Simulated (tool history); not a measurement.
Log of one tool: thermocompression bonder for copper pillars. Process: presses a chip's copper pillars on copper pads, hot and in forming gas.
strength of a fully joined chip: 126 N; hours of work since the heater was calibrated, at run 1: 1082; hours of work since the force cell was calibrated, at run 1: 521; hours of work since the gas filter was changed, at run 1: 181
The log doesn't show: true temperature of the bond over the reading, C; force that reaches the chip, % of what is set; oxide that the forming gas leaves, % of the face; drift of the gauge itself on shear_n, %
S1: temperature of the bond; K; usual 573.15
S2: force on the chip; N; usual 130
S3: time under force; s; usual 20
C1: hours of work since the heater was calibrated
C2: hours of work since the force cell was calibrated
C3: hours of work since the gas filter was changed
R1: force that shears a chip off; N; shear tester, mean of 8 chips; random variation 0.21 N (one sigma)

run,hour,S1,S2,S3,C1,C2,C3,R1
1,0,573.15,130,20,1082,521,181,95.9
2,15.7,573.15,130,20,1090,529,189,96.1
3,43.6,573.15,130,20,1105,544,203,96.2
4,62.4,573.15,130,20,1114,553,213,95.8
# hour 81: heater calibrated with a thermocouple chip
5,87.7,573.15,130,20,3,565,225,93
6,115.9,573.15,130,20,18,580,239,92.9
7,143.6,573.15,130,31,32,594,253,101.3
8,170.8,573.15,130,31,46,608,267,101.7
9,201.2,573.15,93,20,62,623,283,80.5
10,223,573.15,130,20,73,635,294,92.9
11,245.9,573.15,130,20,85,646,306,92.5
12,276,573.15,130,20,100,662,321,92.4
13,306.8,573.15,130,20,116,678,337,92.4
14,325.7,573.15,130,20,126,687,347,92.7
15,351.4,573.15,130,20,139,700,360,92.4
16,364.5,590.15,130,20,145,707,367,102.6
17,380.8,590.15,130,20,154,715,375,102.6
18,411,581.15,130,20,169,731,390,97.6
19,432.4,581.15,130,20,180,742,401,97.5
# hour 436.4: forming gas filter changed
20,449.7,581.15,130,20,189,751,7,100.6
21,478,573.15,149,20,203,765,21,100.2
22,506.4,573.15,149,20,218,780,36,100.2
23,536.9,573.15,149,20,234,795,52,100
24,553.4,573.15,140,20,242,804,60,97.7
# hour 556.2: force cell calibrated
25,572.2,544.15,130,20,251,8,69,73.4
26,596.1,595.15,134,19,263,20,81,108.7
27,613.3,595.15,141,19,272,29,90,110.1
28,635,595.15,141,19,283,40,101,109.8
29,652.4,595.15,141,19,292,49,110,109.7
30,669.9,603.15,163,20,301,58,119,116.7
31,684,580.15,114,20,308,66,126,95.7
32,697,554.15,158,38,315,72,133,101.9
# hour 704.2: force cell calibrated, once more
33,722.5,554.15,158,38,327,9,145,100.2
34,744.1,573.15,150,20,339,20,156,98.7
35,761.9,573.15,130,14,348,30,165,85.4
36,785.7,573.15,130,14,360,42,178,85.2
37,803.6,587.15,86,14,369,51,187,79.4
38,824,587.15,86,14,379,61,197,79.7
39,853,588.15,86,31,394,76,212,97.3

Some steps in R1 between neighbouring runs. How much of each would the tool show without its hidden state too (settings, what came in, random variation), and how much is left for the hidden state, with any gauge scatter that isn't in both results?
Run 4 -> 5: heater calibrated with a thermocouple chip. R1 -2.8 N: hidden state -3, all else +0.2.
Run 8 -> 9: S2 130 -> 93, S3 31 -> 20. R1 -21.2 N: hidden state +0.8, all else -22.
Run 19 -> 20: forming gas filter changed. R1 +3.1 N: hidden state +3.3, all else -0.2.
Run 24 -> 25: S1 573.15 -> 544.15, S2 140 -> 130, force cell calibrated. R1 -24.3 N: hidden state +1.2, all else -25.5.
Run 25 -> 26: S1 544.15 -> 595.15, S2 130 -> 134, S3 20 -> 19. R1 +35.3 N: hidden state -1.4, all else +36.7.
Run 32 -> 33: force cell calibrated, once more. R1 -1.7 N: hidden state -2.2, all else +0.5.

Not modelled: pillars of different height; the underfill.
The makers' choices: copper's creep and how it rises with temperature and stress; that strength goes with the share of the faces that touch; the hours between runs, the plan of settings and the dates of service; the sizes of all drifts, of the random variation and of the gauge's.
